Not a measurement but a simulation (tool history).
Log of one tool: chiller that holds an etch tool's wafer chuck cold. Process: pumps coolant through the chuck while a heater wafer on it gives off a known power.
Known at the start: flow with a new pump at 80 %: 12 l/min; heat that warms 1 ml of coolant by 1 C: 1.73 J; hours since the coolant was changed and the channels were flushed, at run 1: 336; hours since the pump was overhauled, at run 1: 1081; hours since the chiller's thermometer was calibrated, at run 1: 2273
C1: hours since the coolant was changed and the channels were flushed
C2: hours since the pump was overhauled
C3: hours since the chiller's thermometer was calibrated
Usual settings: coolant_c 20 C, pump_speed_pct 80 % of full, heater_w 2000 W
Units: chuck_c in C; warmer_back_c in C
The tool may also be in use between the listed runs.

Run 1, hour 0.0: usual settings; C1 336; C2 1081; C3 2273. Result: chuck_c 36.2 C, warmer_back_c 5.75 C.
Run 2, hour 60.4: usual settings; C1 396; C2 1142; C3 2333. Result: chuck_c 36.2 C, warmer_back_c 5.80 C.
Run 3, hour 122.7: usual settings; C1 459; C2 1204; C3 2396. Result: chuck_c 36.1 C, warmer_back_c 5.80 C.
Run 4, hour 205.3: usual settings; C1 541; C2 1287; C3 2478. Result: chuck_c 36.2 C, warmer_back_c 5.79 C.
At hour 224.0: chiller's thermometer calibrated.
Run 5, hour 293.6: usual settings; C1 629; C2 1374; C3 70. Result: chuck_c 36.0 C, warmer_back_c 5.73 C.
Run 6, hour 359.8: usual settings; C1 695; C2 1440; C3 136. Result: chuck_c 36.1 C, warmer_back_c 5.80 C.
Run 7, hour 449.4: usual settings but coolant_c 11 C; C1 784; C2 1530; C3 225. Result: chuck_c 27.2 C, warmer_back_c 5.79 C.
Run 8, hour 493.7: usual settings; C1 829; C2 1574; C3 270. Result: chuck_c 36.0 C, warmer_back_c 5.81 C.
Run 9, hour 534.4: usual settings; C1 869; C2 1615; C3 310. Result: chuck_c 36.2 C, warmer_back_c 5.74 C.
Run 10, hour 631.9: usual settings; C1 967; C2 1712; C3 408. Result: chuck_c 36.0 C, warmer_back_c 5.84 C.
Run 11, hour 723.3: usual settings but coolant_c 23 C; C1 1058; C2 1804; C3 499. Result: chuck_c 39.0 C, warmer_back_c 5.80 C.
Run 12, hour 801.4: usual settings but pump_speed_pct 71 % of full; C1 1136; C2 1882; C3 577. Result: chuck_c 37.5 C, warmer_back_c 6.59 C.
Run 13, hour 878.9: usual settings but pump_speed_pct 95 % of full; C1 1214; C2 1959; C3 655. Result: chuck_c 34.5 C, warmer_back_c 4.74 C.
Run 14, hour 972.1: usual settings but pump_speed_pct 95 % of full; C1 1307; C2 2052; C3 748. Result: chuck_c 34.5 C, warmer_back_c 4.73 C.
Run 15, hour 1034.4: usual settings but pump_speed_pct 95 % of full; C1 1369; C2 2115; C3 810. Result: chuck_c 34.6 C, warmer_back_c 4.75 C.
Run 16, hour 1079.9: usual settings; C1 1415; C2 2160; C3 856. Result: chuck_c 36.1 C, warmer_back_c 5.75 C.
Run 17, hour 1151.7: usual settings; C1 1487; C2 2232; C3 928. Result: chuck_c 36.2 C, warmer_back_c 5.82 C.
Run 18, hour 1208.6: usual settings but coolant_c 19 C, heater_w 1996 W; C1 1544; C2 2289; C3 985. Result: chuck_c 35.1 C, warmer_back_c 5.72 C.
Run 19, hour 1289.9: usual settings but pump_speed_pct 95 % of full, heater_w 2112 W; C1 1625; C2 2370; C3 1066. Result: chuck_c 35.2 C, warmer_back_c 4.97 C.
Run 20, hour 1341.9: usual settings but coolant_c 14 C, heater_w 2893 W; C1 1677; C2 2422; C3 1118. Result: chuck_c 37.4 C, warmer_back_c 8.31 C.
Run 21, hour 1438.6: usual settings but pump_speed_pct 62 % of full; C1 1774; C2 2519; C3 1215. Result: chuck_c 38.7 C, warmer_back_c 7.70 C.
Run 22, hour 1536.2: usual settings but pump_speed_pct 62 % of full; C1 1871; C2 2616; C3 1312. Result: chuck_c 38.8 C, warmer_back_c 7.70 C.
Run 23, hour 1624.9: usual settings but heater_w 1461 W; C1 1960; C2 2705; C3 1401. Result: chuck_c 31.8 C, warmer_back_c 4.26 C.
Run 24, hour 1677.1: usual settings but coolant_c 13 C, pump_speed_pct 78 % of full, heater_w 1198 W; C1 2012; C2 2757; C3 1453. Result: chuck_c 22.9 C, warmer_back_c 3.57 C.
Run 25, hour 1748.0: usual settings but coolant_c 13 C, pump_speed_pct 78 % of full, heater_w 1198 W; C1 2083; C2 2828; C3 1524. Result: chuck_c 22.6 C, warmer_back_c 3.60 C.
Run 26, hour 1799.2: usual settings but coolant_c 28 C, heater_w 1060 W; C1 2134; C2 2879; C3 1575. Result: chuck_c 36.6 C, warmer_back_c 3.06 C.
Run 27, hour 1886.3: usual settings but coolant_c 15 C, pump_speed_pct 79 % of full, heater_w 2632 W; C1 2221; C2 2967; C3 1662. Result: chuck_c 36.3 C, warmer_back_c 7.68 C.
Run 28, hour 1928.5: usual settings but coolant_c 19 C, pump_speed_pct 79 % of full, heater_w 1879 W; C1 2263; C2 3009; C3 1705. Result: chuck_c 34.2 C, warmer_back_c 5.53 C.
Run 29, hour 2025.0: usual settings but coolant_c 17 C; C1 2360; C2 3105; C3 1801. Result: chuck_c 33.1 C, warmer_back_c 5.76 C.
Run 30, hour 2066.5: usual settings but coolant_c 17 C; C1 2401; C2 3147; C3 1842. Result: chuck_c 33.2 C, warmer_back_c 5.80 C.
Run 31, hour 2112.8: usual settings but pump_speed_pct 69 % of full; C1 2448; C2 3193; C3 1889. Result: chuck_c 37.7 C, warmer_back_c 6.78 C.
Run 32, hour 2187.1: usual settings but pump_speed_pct 69 % of full; C1 2522; C2 3267; C3 1963. Result: chuck_c 37.5 C, warmer_back_c 6.79 C.

How the hidden state differs across the entries between the runs, from the last listed run before each to the first after it:
Between runs 4 and 5: chiller's thermometer calibrated (hour 224.0)
  coolant's true temperature over the reading, C: -0.01 -> 0
